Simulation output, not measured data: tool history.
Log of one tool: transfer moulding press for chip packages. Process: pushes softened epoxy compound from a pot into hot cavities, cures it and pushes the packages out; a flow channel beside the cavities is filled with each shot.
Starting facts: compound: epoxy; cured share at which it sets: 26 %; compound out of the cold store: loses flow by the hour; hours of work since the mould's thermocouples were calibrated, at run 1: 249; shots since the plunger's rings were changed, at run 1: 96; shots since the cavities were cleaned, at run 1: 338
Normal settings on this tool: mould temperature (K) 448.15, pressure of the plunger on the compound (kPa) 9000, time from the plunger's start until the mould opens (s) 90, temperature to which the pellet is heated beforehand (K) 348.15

run	hour	mould temperature (K)	pressure of the plunger on the compound (kPa)	time from the plunger's start until the mould opens (s)	temperature to which the pellet is heated beforehand (K)	hours of work since the mould's thermocouples were calibrated	shots since the plunger's rings were changed	shots since the cavities were cleaned	incoming compound's hours out of the cold store	length that the compound runs in the flow channel (mm)	greatest force on the pins that push the packages out (N)
1	0.0	448.15	9000	90	348.15	249	96	338	11.6	984	693
# hour 11.7: cavities cleaned with cleaning compound and waxed
2	23.7	448.15	9000	90	343.15	266	461	198	29.7	844	607
# hour 43.0: cavities cleaned with cleaning compound and waxed
3	44.9	448.15	9000	90	343.15	281	785	32	31.7	829	501
4	71.7	448.15	9000	90	343.15	301	1224	471	27.7	849	709
# hour 75.0: cavities cleaned with cleaning compound and waxed
5	96.1	448.15	9000	90	343.15	318	1600	347	28.3	849	671
# hour 106.2: cavities cleaned with cleaning compound and waxed
6	126.0	448.15	9000	90	343.15	339	2066	325	30.9	825	674
# hour 139.2: cavities cleaned with cleaning compound and waxed
7	145.0	448.15	9000	90	343.15	352	2352	94	20.5	887	563
8	164.6	448.15	9000	90	343.15	367	2674	416	35.8	791	674
# hour 170.2: cavities cleaned with cleaning compound and waxed
9	199.4	442.15	8030	88	350.15	392	3220	478	27.6	804	1083
# hour 204.2: cavities cleaned with cleaning compound and waxed
10	233.5	448.15	8530	80	350.15	416	3756	481	34.7	774	883
# hour 236.8: cavities cleaned with cleaning compound and waxed
# hour 269.4: cavities cleaned with cleaning compound and waxed
11	269.4	448.15	7200	119	346.15	441	4296	0	23.7	762	323

4 ways to go on from here, each from the tool as it stands after run 11. What would each give?
A	287.7	448.15	8570	90	351.15	455	4596	300	47.1	?	?
B	287.7	451.15	10000	119	339.15	455	4596	300	26.1	?	?
C	287.7	448.15	7200	94	344.15	455	4596	300	12.5	?	?
D	287.7	448.15	10810	77	352.15	455	4596	300	47.6	?	?

run	length that the compound runs in the flow channel (mm)	greatest force on the pins that push the packages out (N)
A	700	597
B	878	402
C	842	620
D	771	844
Take away the tool's hidden state, keep each run's random variation, and the runs would have read:
run	length that the compound runs in the flow channel (mm)	greatest force on the pins that push the packages out (N)
A	727	445
B	911	308
C	874	457
D	801	624

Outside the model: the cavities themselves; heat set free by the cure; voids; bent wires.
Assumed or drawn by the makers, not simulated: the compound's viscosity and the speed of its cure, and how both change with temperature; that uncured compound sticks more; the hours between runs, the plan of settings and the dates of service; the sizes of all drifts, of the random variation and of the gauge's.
